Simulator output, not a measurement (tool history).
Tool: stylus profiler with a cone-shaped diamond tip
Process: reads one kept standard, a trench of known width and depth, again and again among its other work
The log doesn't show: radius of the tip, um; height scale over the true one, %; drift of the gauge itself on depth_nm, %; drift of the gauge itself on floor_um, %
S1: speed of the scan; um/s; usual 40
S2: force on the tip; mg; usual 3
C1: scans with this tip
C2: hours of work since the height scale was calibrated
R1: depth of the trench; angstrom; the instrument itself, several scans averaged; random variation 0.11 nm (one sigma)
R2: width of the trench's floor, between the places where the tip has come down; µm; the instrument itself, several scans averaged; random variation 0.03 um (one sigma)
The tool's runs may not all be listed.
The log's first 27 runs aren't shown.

run,day,S1,S2,C1,C2,R1,R2
28,71.483,40,3.15,13582,1005,2026.9,17.48
# day 71.929: height scale calibrated on a step standard
29,73.754,40,3.15,13778,24,2030.7,17.5
30,76.058,40,3.15,13979,54,2033.2,17.53
31,78.188,40,3.15,14165,81,2033,17.52
32,80.338,18,4.31,14353,109,2039.6,17.55
33,83.004,18,4.31,14585,144,2038.4,17.56
34,86.629,20,3.34,14902,191,2033.1,17.57
35,89.846,48,1.03,15182,233,2012.8,17.29
36,93.217,48,1.03,15477,276,2013.6,17.4
37,95.021,22,3.35,15634,300,2032,17.54
38,98.371,40,1.49,15926,343,2018,17.34
39,100.9,40,6.33,16147,376,2051.9,17.43
40,104.362,149,6.83,16449,421,2053.4,17.2

Forecast each of these 5 alternatives for the next run:
A,106.054,40,1.57,16597,443,?,?
B,106.054,56,5.99,16597,443,?,?
C,106.054,62,3.33,16597,443,?,?
D,106.054,59,2.62,16597,443,?,?
E,106.054,44,4.2,16597,443,?,?

run,R1,R2
A,2017.3,17.41
B,2046.8,17.39
C,2030.6,17.36
D,2027,17.41
E,2037.9,17.49
Without the tool's hidden state the same runs would have given:
run,R1,R2
A,2021.6,17.9
B,2051.1,17.89
C,2034.9,17.85
D,2031.3,17.91
E,2042.2,17.98
